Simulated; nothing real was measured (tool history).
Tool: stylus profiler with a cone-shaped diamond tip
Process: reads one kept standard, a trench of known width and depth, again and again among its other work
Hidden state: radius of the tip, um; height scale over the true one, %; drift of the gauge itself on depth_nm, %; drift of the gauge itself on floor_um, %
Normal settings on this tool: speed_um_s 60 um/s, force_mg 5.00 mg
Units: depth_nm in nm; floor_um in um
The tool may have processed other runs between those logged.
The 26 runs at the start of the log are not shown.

run    hour  speed_um_s  force_mg  scans with this tip  hours of work since the height scale was calibrated  depth_nm  floor_um
 27   725.4         195     13.66                10267                                                 1387    512.57     96.32
 28   756.3          20      3.60                10421                                                 1408    503.94     96.55
 29   782.3          20      3.60                10552                                                 1426    503.55     96.55
 30   811.2          30      5.00                10698                                                 1445    505.33     96.56
 31   840.3          30      5.00                10844                                                 1465    505.00     96.54
 32   875.5          30      5.00                11021                                                 1489    505.18     96.49
      899.5  -- height scale calibrated on a step standard
 33   915.9          30      5.00                11222                                                   11    507.74     96.52
 34   937.9         124      2.13                11332                                                   26    504.19     96.05
 35   968.3          44      7.27                11485                                                   47    509.65     96.48
 36   987.6          44      7.27                11582                                                   60    509.54     96.48
 37  1010.1          44      7.27                11695                                                   75    509.86     96.47
 38  1031.8         105      3.83                11805                                                   90    506.17     96.28
 39  1050.2          95      5.00                11897                                                  102    507.35     96.37
 40  1070.7          95      5.00                12000                                                  116    507.40     96.35
 41  1094.5         214      9.63                12120                                                  132    511.60     96.20
 42  1110.8         137     10.49                12202                                                  144    512.22     96.33
 43  1143.1          28      3.82                12364                                                  166    506.39     96.45
 44  1172.7          24      7.19                12513                                                  186    509.16     96.45
 45  1208.4         182      7.27                12692                                                  210    509.15     96.11

Each row is a separate what-if for the run after 45, all from the same tool condition, not one after another. Results?
  A  1224.9          25      7.74                12775                                                  221         ?         ?
  B  1224.9          29      2.30                12775                                                  221         ?         ?
  C  1224.9          89      7.01                12775                                                  221         ?         ?
  D  1224.9         182      2.79                12775                                                  221         ?         ?
  E  1224.9          16      3.62                12775                                                  221         ?         ?

run  depth_nm  floor_um
  A    509.84     96.45
  B    504.21     96.42
  C    509.13     96.38
  D    504.81     95.90
  E    505.68     96.47
Without the tool's unlogged condition, the same runs would have read:
run  depth_nm  floor_um
  A    510.18     96.90
  B    504.54     96.87
  C    509.46     96.84
  D    505.14     96.35
  E    506.01     96.92
